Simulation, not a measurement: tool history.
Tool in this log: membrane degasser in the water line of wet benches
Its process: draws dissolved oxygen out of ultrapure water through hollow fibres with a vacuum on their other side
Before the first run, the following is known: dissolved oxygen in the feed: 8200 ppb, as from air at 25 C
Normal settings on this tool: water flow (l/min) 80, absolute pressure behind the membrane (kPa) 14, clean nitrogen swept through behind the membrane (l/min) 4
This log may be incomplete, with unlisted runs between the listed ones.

| run | hour | water flow (l/min) | absolute pressure behind the membrane (kPa) | clean nitrogen swept through behind the membrane (l/min) | dissolved oxygen in the water behind the degasser (ppb) | pressure that the water loses in the fibres (kPa) |
|---|---|---|---|---|---|---|
| 1 | 0 | 80 | 14 | 4 | 458.7 | 51.59 |
| 2 | 253.5 | 80 | 14 | 4 | 459.9 | 52.09 |
| 3 | 420.1 | 80 | 14 | 4 | 459.4 | 52.06 |
| 4 | 569.9 | 80 | 14 | 4 | 460.9 | 51.2 |
| 5 | 828.9 | 80 | 14 | 4 | 459.6 | 51.75 |
|  | 1016.8 | seals of the vacuum lines changed |
| 6 | 1076.1 | 80 | 14 | 4 | 460.3 | 51.53 |
| 7 | 1268 | 63 | 9.7 | 6.28 | 151.7 | 40.51 |
| 8 | 1529.8 | 124 | 10.5 | 7.86 | 279.9 | 80.3 |
| 9 | 1757.8 | 126 | 14 | 4 | 686 | 81.81 |
|  | 2017.6 | vacuum gauge calibrated |
| 10 | 2025.6 | 122 | 9.6 | 3.82 | 431.3 | 79.63 |
| 11 | 2297.7 | 122 | 9.6 | 3.82 | 431.1 | 79.2 |
| 12 | 2578.6 | 122 | 22.3 | 3.82 | 1140.7 | 79.74 |

Per-run results on a tool with no hidden state, each run keeping its own random variation:
Hidden state at play: membrane still open, %; true pressure behind the membrane over the reading, kPa; air that leaks in behind the membrane, l/min; drift of the gauge itself on oxygen_ppb, %; drift of the gauge itself on loss_of_pressure_kpa, %.
| run | pressure that the water loses in the fibres (kPa) |
|---|---|
| 1 | 51.58 |
| 2 | 52.02 |
| 3 | 51.94 |
| 4 | 51.04 |
| 5 | 51.52 |
| 6 | 51.24 |
| 7 | 40.24 |
| 8 | 79.67 |
| 9 | 81.08 |
| 10 | 78.81 |
| 11 | 78.28 |
| 12 | 78.71 |
dissolved oxygen in the water behind the degasser (ppb) without the hidden state stays within 0.3 of what was measured, in all runs.
